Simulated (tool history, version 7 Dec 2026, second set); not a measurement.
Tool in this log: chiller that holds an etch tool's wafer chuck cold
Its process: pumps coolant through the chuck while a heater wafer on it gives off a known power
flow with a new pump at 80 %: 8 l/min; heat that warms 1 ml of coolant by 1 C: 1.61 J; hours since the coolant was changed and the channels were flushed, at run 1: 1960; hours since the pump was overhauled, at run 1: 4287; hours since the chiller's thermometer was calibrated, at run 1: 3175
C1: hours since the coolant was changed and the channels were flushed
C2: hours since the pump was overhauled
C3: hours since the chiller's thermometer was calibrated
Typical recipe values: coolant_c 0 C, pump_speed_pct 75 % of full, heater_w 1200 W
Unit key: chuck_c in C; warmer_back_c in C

run 1 day=0 | coolant_c=0 pump_speed_pct=75 heater_w=1200 | C1=1960 C2=4287 C3=3175 | chuck_c=9.59 warmer_back_c=6
-- day=2.179 coolant pump overhauled
run 2 day=2.804 | coolant_c=0 pump_speed_pct=75 heater_w=1200 | C1=2023 C2=15 C3=3238 | chuck_c=9.54 warmer_back_c=5.97
run 3 day=7.417 | coolant_c=0 pump_speed_pct=75 heater_w=1200 | C1=2133 C2=126 C3=3348 | chuck_c=9.52 warmer_back_c=6.01
run 4 day=11.142 | coolant_c=0 pump_speed_pct=75 heater_w=1200 | C1=2223 C2=215 C3=3438 | chuck_c=9.57 warmer_back_c=5.99
run 5 day=13.85 | coolant_c=0 pump_speed_pct=75 heater_w=1200 | C1=2288 C2=280 C3=3503 | chuck_c=9.59 warmer_back_c=6.01
run 6 day=17.2 | coolant_c=0 pump_speed_pct=75 heater_w=1200 | C1=2368 C2=360 C3=3583 | chuck_c=9.54 warmer_back_c=5.94
run 7 day=22.412 | coolant_c=0 pump_speed_pct=75 heater_w=1200 | C1=2493 C2=486 C3=3708 | chuck_c=9.66 warmer_back_c=5.99
run 8 day=24.908 | coolant_c=0 pump_speed_pct=75 heater_w=1517 | C1=2553 C2=546 C3=3768 | chuck_c=12.16 warmer_back_c=7.55
run 9 day=28.904 | coolant_c=0 pump_speed_pct=75 heater_w=898 | C1=2649 C2=641 C3=3864 | chuck_c=7.31 warmer_back_c=4.47
run 10 day=33.912 | coolant_c=0 pump_speed_pct=75 heater_w=1242 | C1=2769 C2=762 C3=3984 | chuck_c=10.1 warmer_back_c=6.21
run 11 day=38.783 | coolant_c=0 pump_speed_pct=75 heater_w=1242 | C1=2886 C2=879 C3=4101 | chuck_c=10.16 warmer_back_c=6.18
run 12 day=41.808 | coolant_c=0 pump_speed_pct=70 heater_w=1200 | C1=2959 C2=951 C3=4174 | chuck_c=10.41 warmer_back_c=6.49
run 13 day=45.662 | coolant_c=0 pump_speed_pct=70 heater_w=1200 | C1=3051 C2=1044 C3=4266 | chuck_c=10.46 warmer_back_c=6.47
run 14 day=48.817 | coolant_c=0 pump_speed_pct=70 heater_w=1200 | C1=3127 C2=1119 C3=4342 | chuck_c=10.53 warmer_back_c=6.42
-- day=52.892 gauge calibrated
run 15 day=53.158 | coolant_c=0 pump_speed_pct=70 heater_w=1200 | C1=3231 C2=1223 C3=4446 | chuck_c=10.14 warmer_back_c=6.47
-- day=54.062 coolant changed, channels flushed
run 16 day=58.758 | coolant_c=0 pump_speed_pct=70 heater_w=1200 | C1=113 C2=1352 C3=4575 | chuck_c=10.27 warmer_back_c=6.47
run 17 day=64.146 | coolant_c=0 pump_speed_pct=70 heater_w=1200 | C1=242 C2=1481 C3=4704 | chuck_c=10.16 warmer_back_c=6.44
run 18 day=69.317 | coolant_c=1 pump_speed_pct=70 heater_w=1200 | C1=366 C2=1605 C3=4828 | chuck_c=11.26 warmer_back_c=6.46
run 19 day=73.854 | coolant_c=5 pump_speed_pct=83 heater_w=1216 | C1=475 C2=1714 C3=4937 | chuck_c=13.87 warmer_back_c=5.43

Estimate the outcome of run 20 from the log above:
run 20 day=77.962 | coolant_c=0 pump_speed_pct=77 heater_w=1038 | C1=574 C2=1813 C3=5035 | chuck_c=? warmer_back_c=?

chuck_c: 8.19 C
warmer_back_c: 5.01 C
The same run, on a tool lacking any hidden state, would have yielded chuck_c 8.02 C, warmer_back_c 5 C.
